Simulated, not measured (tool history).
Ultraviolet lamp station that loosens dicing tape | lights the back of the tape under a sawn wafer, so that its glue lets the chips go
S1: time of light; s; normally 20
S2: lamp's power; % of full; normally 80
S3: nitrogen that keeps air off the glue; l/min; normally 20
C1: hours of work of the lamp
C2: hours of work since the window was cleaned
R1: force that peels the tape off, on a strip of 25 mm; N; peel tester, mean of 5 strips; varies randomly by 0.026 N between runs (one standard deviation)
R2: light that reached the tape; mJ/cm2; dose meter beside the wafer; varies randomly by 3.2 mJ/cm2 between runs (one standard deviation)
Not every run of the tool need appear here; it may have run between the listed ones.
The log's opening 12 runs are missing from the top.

Run 13, hour 95.9: usual settings; C1 145; C2 83. Result: R1 1.428 N, R2 465 mJ/cm2.
Run 14, hour 103.4: usual settings; C1 149; C2 87. Result: R1 1.423 N, R2 459 mJ/cm2.
Run 15, hour 114.5: usual settings; C1 154; C2 92. Result: R1 1.444 N, R2 461 mJ/cm2.
Run 16, hour 123.8: usual settings but S3 8 l/min; C1 159; C2 97. Result: R1 2.748 N, R2 462 mJ/cm2.
Run 17, hour 131.4: usual settings but S2 79 % of full; C1 162; C2 100. Result: R1 1.462 N, R2 457 mJ/cm2.
Run 18, hour 137.9: usual settings but S2 79 % of full; C1 165; C2 104. Result: R1 1.486 N, R2 455 mJ/cm2.
Run 19, hour 147.8: usual settings but S1 36 s, S2 69 % of full, S3 7 l/min; C1 170; C2 108. Result: R1 1.478 N, R2 708 mJ/cm2.
Run 20, hour 157.9: usual settings but S1 36 s, S2 69 % of full, S3 7 l/min; C1 175; C2 113. Result: R1 1.481 N, R2 718 mJ/cm2.
Run 21, hour 166.2: usual settings but S1 36 s, S2 69 % of full, S3 7 l/min; C1 179; C2 117. Result: R1 1.551 N, R2 711 mJ/cm2.
Run 22, hour 175.8: usual settings but S1 36 s, S2 69 % of full, S3 7 l/min; C1 184; C2 122. Result: R1 1.591 N, R2 706 mJ/cm2.
Run 23, hour 182.6: usual settings but S1 18 s, S2 90 % of full, S3 25 l/min; C1 187; C2 125. Result: R1 1.214 N, R2 462 mJ/cm2.
Run 24, hour 193.4: usual settings but S1 22 s, S2 90 % of full, S3 8 l/min; C1 192; C2 130. Result: R1 2.024 N, R2 567 mJ/cm2.
Run 25, hour 202.0: usual settings but S1 29 s, S2 88 % of full, S3 6 l/min; C1 196; C2 134. Result: R1 1.611 N, R2 723 mJ/cm2.
Run 26, hour 212.3: usual settings but S2 75 % of full, S3 13 l/min; C1 201; C2 139. Result: R1 2.279 N, R2 432 mJ/cm2.
Run 27, hour 221.2: usual settings but S2 78 % of full, S3 27 l/min; C1 205; C2 143. Result: R1 1.277 N, R2 439 mJ/cm2.
Run 28, hour 229.0: usual settings but S1 26 s, S2 72 % of full, S3 34 l/min; C1 209; C2 147. Result: R1 0.703 N, R2 526 mJ/cm2.
Run 29, hour 236.2: usual settings but S1 12 s, S2 92 % of full, S3 18 l/min; C1 212; C2 151. Result: R1 2.882 N, R2 313 mJ/cm2.
Run 30, hour 247.0: usual settings but S1 11 s, S2 61 % of full, S3 13 l/min; C1 218; C2 156. Result: R1 5.393 N, R2 194 mJ/cm2.
Run 31, hour 253.8: usual settings but S3 24 l/min; C1 221; C2 159. Result: R1 1.309 N, R2 451 mJ/cm2.
Run 32, hour 259.4: usual settings but S1 23 s, S3 28 l/min; C1 224; C2 162. Result: R1 0.884 N, R2 514 mJ/cm2.
Run 33, hour 266.0: usual settings but S1 10 s, S2 97 % of full, S3 39 l/min; C1 227; C2 165. Result: R1 2.318 N, R2 272 mJ/cm2.

Each row is a separate what-if for the run after 33, all from the same tool condition, not one after another. Results?
Run A, hour 274.7: usual settings but S1 32 s, S2 70 % of full, S3 7 l/min; C1 231; C2 169. Result: R1 ?, R2 ?.
Run B, hour 274.7: usual settings but S1 10 s, S2 97 % of full, S3 7 l/min; C1 231; C2 169. Result: R1 ?, R2 ?.
Run C, hour 274.7: usual settings but S2 68 % of full; C1 231; C2 169. Result: R1 ?, R2 ?.

run     R1   R2
  A  1.857  632
  B  5.101  272
  C  2.012  379
What these runs would have given with no unlogged condition in the tool:
run     R1   R2
  A  1.571  694
  B  4.714  299
  C  1.711  417
